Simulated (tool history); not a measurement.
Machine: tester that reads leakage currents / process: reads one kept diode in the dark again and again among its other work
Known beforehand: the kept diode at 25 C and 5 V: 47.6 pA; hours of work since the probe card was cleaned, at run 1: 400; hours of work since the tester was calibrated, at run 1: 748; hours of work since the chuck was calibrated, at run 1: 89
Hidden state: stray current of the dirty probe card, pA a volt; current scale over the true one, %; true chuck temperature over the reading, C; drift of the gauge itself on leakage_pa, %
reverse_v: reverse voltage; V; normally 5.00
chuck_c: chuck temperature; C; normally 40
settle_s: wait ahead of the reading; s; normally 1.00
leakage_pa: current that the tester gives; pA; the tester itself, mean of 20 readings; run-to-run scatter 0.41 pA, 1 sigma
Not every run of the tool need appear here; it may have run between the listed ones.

run,hour,reverse_v,chuck_c,settle_s,hours of work since the probe card was cleaned,hours of work since the tester was calibrated,hours of work since the chuck was calibrated,leakage_pa
1,0.0,5.00,40,1.00,400,748,89,139.22
2,182.6,5.00,22,1.00,493,841,182,42.02
3,295.2,5.00,44,1.00,550,898,239,186.24
4,428.4,5.00,44,1.00,618,965,307,188.12
5,607.9,5.00,44,1.00,709,1057,398,190.80
6,776.8,5.00,44,1.00,795,1142,484,194.13
7,890.4,5.00,40,1.00,853,1200,541,152.05
8,1039.0,5.00,40,1.00,928,1276,617,154.05
9,1292.4,15.06,32,0.38,1057,1404,746,162.58
# hour 1314.5: chuck's temperature calibrated
10,1471.3,5.00,22,1.00,1147,1494,80,44.55
11,1718.9,5.00,22,1.00,1272,1620,205,45.82
12,1874.0,5.00,22,1.00,1351,1699,284,46.86
13,1998.3,12.41,22,1.00,1414,1762,347,77.70
14,2110.1,7.37,20,0.46,1471,1819,404,53.48
15,2324.9,7.37,20,0.46,1580,1928,513,54.75

Alternative continuations, all from the tool just after run 15; predict every row:
A,2571.5,1.88,25,1.24,1705,2053,638,?
B,2571.5,3.71,35,1.48,1705,2053,638,?
C,2571.5,19.72,39,3.31,1705,2053,638,?
D,2571.5,13.66,33,0.43,1705,2053,638,?

run,leakage_pa
A,38.10
B,100.86
C,287.84
D,169.73
With no hidden state in the tool, these same runs would have given:
run,leakage_pa
A,31.45
B,85.77
C,231.59
D,133.25
